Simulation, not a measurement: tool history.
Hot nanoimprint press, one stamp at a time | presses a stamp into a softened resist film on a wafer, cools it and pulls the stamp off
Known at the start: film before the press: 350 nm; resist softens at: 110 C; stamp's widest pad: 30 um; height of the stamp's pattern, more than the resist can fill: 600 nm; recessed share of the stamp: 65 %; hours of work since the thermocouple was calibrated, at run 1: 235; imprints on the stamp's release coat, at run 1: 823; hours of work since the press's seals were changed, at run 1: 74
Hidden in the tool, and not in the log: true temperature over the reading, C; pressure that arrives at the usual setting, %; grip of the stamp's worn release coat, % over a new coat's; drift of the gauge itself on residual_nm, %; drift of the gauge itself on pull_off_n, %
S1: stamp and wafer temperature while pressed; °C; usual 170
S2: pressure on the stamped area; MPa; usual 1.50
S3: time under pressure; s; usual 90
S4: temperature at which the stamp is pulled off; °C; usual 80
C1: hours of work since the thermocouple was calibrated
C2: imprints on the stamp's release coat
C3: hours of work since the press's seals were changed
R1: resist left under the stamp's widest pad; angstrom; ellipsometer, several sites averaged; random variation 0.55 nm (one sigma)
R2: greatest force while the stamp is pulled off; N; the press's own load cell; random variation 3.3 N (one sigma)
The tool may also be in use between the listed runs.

Run 1, day 0.000: usual settings; C1 235; C2 823; C3 74. Result: R1 1220 angstrom, R2 189 N.
Run 2, day 0.262: usual settings but S1 168 °C; C1 238; C2 845; C3 77. Result: R1 1354 angstrom, R2 187 N.
Run 3, day 0.588: usual settings but S1 168 °C; C1 242; C2 872; C3 81. Result: R1 1347 angstrom, R2 187 N.
Run 4, day 0.875: usual settings but S1 168 °C; C1 246; C2 896; C3 84. Result: R1 1341 angstrom, R2 190 N.
Run 5, day 1.083: usual settings but S1 168 °C; C1 248; C2 913; C3 87. Result: R1 1335 angstrom, R2 192 N.
Run 6, day 1.433: usual settings; C1 252; C2 942; C3 91. Result: R1 1216 angstrom, R2 194 N.
Run 7, day 1.617: usual settings but S1 181 °C; C1 255; C2 958; C3 94. Result: R1 718 angstrom, R2 197 N.
Run 8, day 1.875: usual settings but S4 65 °C; C1 258; C2 979; C3 97. Result: R1 1214 angstrom, R2 214 N.
Run 9, day 2.096: usual settings but S4 65 °C; C1 260; C2 998; C3 99. Result: R1 1212 angstrom, R2 208 N.
Run 10, day 2.479: usual settings but S1 166 °C; C1 265; C2 1029; C3 104. Result: R1 1487 angstrom, R2 195 N.
Run 11, day 2.712: usual settings; C1 268; C2 1049; C3 107. Result: R1 1216 angstrom, R2 200 N.
Run 12, day 2.942: usual settings but S1 161 °C, S2 1.38 MPa, S3 62 s; C1 271; C2 1068; C3 110. Result: R1 2215 angstrom, R2 191 N.
Run 13, day 3.108: usual settings but S1 176 °C, S2 1.38 MPa, S3 136 s; C1 273; C2 1082; C3 112. Result: R1 803 angstrom, R2 203 N.
At day 3.258: plate thermocouple calibrated.
Run 14, day 3.512: usual settings but S1 176 °C, S2 1.38 MPa, S3 111 s, S4 84 °C; C1 3; C2 1106; C3 115. Result: R1 860 angstrom, R2 187 N.
Run 15, day 3.888: usual settings but S3 89 s, S4 74 °C; C1 8; C2 1137; C3 120. Result: R1 1188 angstrom, R2 205 N.
Run 16, day 4.183: usual settings but S2 1.13 MPa, S4 74 °C; C1 11; C2 1162; C3 123. Result: R1 1400 angstrom, R2 197 N.
Run 17, day 4.450: usual settings but S2 1.13 MPa, S4 74 °C; C1 15; C2 1184; C3 127. Result: R1 1384 angstrom, R2 202 N.
Run 18, day 4.838: usual settings but S2 1.09 MPa, S3 72 s, S4 74 °C; C1 19; C2 1216; C3 131. Result: R1 1517 angstrom, R2 201 N.
Run 19, day 5.217: usual settings but S2 2.32 MPa; C1 24; C2 1248; C3 136. Result: R1 934 angstrom, R2 198 N.
Run 20, day 5.404: usual settings but S1 158 °C, S2 1.29 MPa, S3 55 s, S4 86 °C; C1 26; C2 1263; C3 138. Result: R1 2592 angstrom, R2 186 N.
At day 5.583: plate thermocouple calibrated, once more.
Run 21, day 5.829: usual settings but S2 2.01 MPa, S4 77 °C; C1 3; C2 1289; C3 142. Result: R1 1072 angstrom, R2 200 N.

5 ways to go on from here, each from the tool as it stands after run 21. What would each give?
Run A, day 6.108: usual settings but S3 177 s; C1 6; C2 1312; C3 146. Result: R1 ?, R2 ?.
Run B, day 6.108: usual settings but S1 177 °C, S2 1.25 MPa, S4 77 °C; C1 6; C2 1312; C3 146. Result: R1 ?, R2 ?.
Run C, day 6.108: usual settings but S1 178 °C, S4 76 °C; C1 6; C2 1312; C3 146. Result: R1 ?, R2 ?.
Run D, day 6.108: usual settings but S1 163 °C, S2 2.40 MPa, S3 62 s, S4 77 °C; C1 6; C2 1312; C3 146. Result: R1 ?, R2 ?.
Run E, day 6.108: usual settings but S1 161 °C, S3 112 s, S4 77 °C; C1 6; C2 1312; C3 146. Result: R1 ?, R2 ?.

run    R1   R2
  A   972  205
  B  1002  210
  C   867  208
  D  1631  210
  E  1875  210
Without the tool's hidden state the same runs would have given:
run    R1   R2
  A   969  172
  B  1000  176
  C   865  174
  D  1624  176
  E  1872  176
